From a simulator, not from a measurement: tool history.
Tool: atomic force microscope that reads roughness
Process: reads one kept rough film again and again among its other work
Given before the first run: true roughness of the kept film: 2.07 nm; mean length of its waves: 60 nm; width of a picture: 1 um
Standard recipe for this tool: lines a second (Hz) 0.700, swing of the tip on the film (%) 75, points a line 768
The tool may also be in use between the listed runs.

run     day  lines a second (Hz)  swing of the tip on the film (%)  points a line  roughness of the kept film (nm (root mean square))
  1   0.000                0.700                                75            768                                               1.956
      0.200  -- new tip fitted
  2   2.592                0.700                                75            768                                               1.960
  3   4.542                0.700                                75            768                                               1.947
      5.379  -- new tip fitted
  4   6.538                2.542                                75            768                                               1.839
  5   8.342                2.542                                75            768                                               1.831
  6   9.850                2.366                                75            768                                               1.822
     10.588  -- new tip fitted
  7  12.379                0.884                                75            768                                               1.961
  8  14.796                0.700                                75            370                                               1.942
     15.717  -- new tip fitted
  9  15.975                1.186                                75            768                                               1.957
 10  17.358                1.186                                75            768                                               1.939
 11  19.867                1.186                                75            768                                               1.917
     20.779  -- new tip fitted
 12  21.354                1.186                                75            768                                               1.944
 13  22.771                1.186                                75            768                                               1.933
 14  24.504                1.186                                75            768                                               1.938
     25.838  -- new tip fitted
 15  26.425                0.700                                75            986                                               2.005
 16  28.762                0.700                                75            986                                               1.975
 17  30.542                0.700                                75            768                                               1.971
     30.904  -- new tip fitted
 18  32.012                0.700                                75            768                                               1.993
 19  34.238                0.700                                85            768                                               1.939
     36.054  -- new tip fitted
 20  36.479                0.700                                85            768                                               1.956
 21  38.642                0.700                                85            768                                               1.942
 22  40.979                1.180                                85            768                                               1.859
     41.221  -- new tip fitted
 23  42.888                2.763                                75            768                                               1.836
 24  44.171                2.763                                75            768                                               1.833
 25  46.042                2.763                                75            768                                               1.810
     46.421  -- new tip fitted
 26  47.438                1.050                                75            832                                               1.984
 27  49.542                0.543                                75            768                                               2.001
 28  50.925                0.838                                62            949                                               1.986
     51.567  -- new tip fitted
 29  53.083                1.891                                65            674                                               1.966
 30  55.283                1.891                                58            626                                               1.992
     56.746  -- new tip fitted
 31  57.721                3.868                                67            763                                               1.882
 32  59.362                0.908                                75            644                                               1.968
 33  60.929                0.539                                58            644                                               2.007
     61.829  -- new tip fitted
 34  63.375                0.700                                76            768                                               1.994
 35  65.338                0.952                                85            462                                               1.912
     66.946  -- new tip fitted
 36  67.725                0.700                                77            554                                               1.990
 37  70.104                0.700                                77            525                                               1.993
 38  71.771                0.700                                75            277                                               1.962

The next listed run, before its measurement:
     72.025  -- new tip fitted
 39  73.417                0.700                                75            277                                                   ?

Run 39 yielded roughness of the kept film (nm (root mean square)) 1.993.
Take away the tool's hidden state, keep the run-to-run variation as it was, and the same run would have given roughness of the kept film (nm (root mean square)) 1.963.

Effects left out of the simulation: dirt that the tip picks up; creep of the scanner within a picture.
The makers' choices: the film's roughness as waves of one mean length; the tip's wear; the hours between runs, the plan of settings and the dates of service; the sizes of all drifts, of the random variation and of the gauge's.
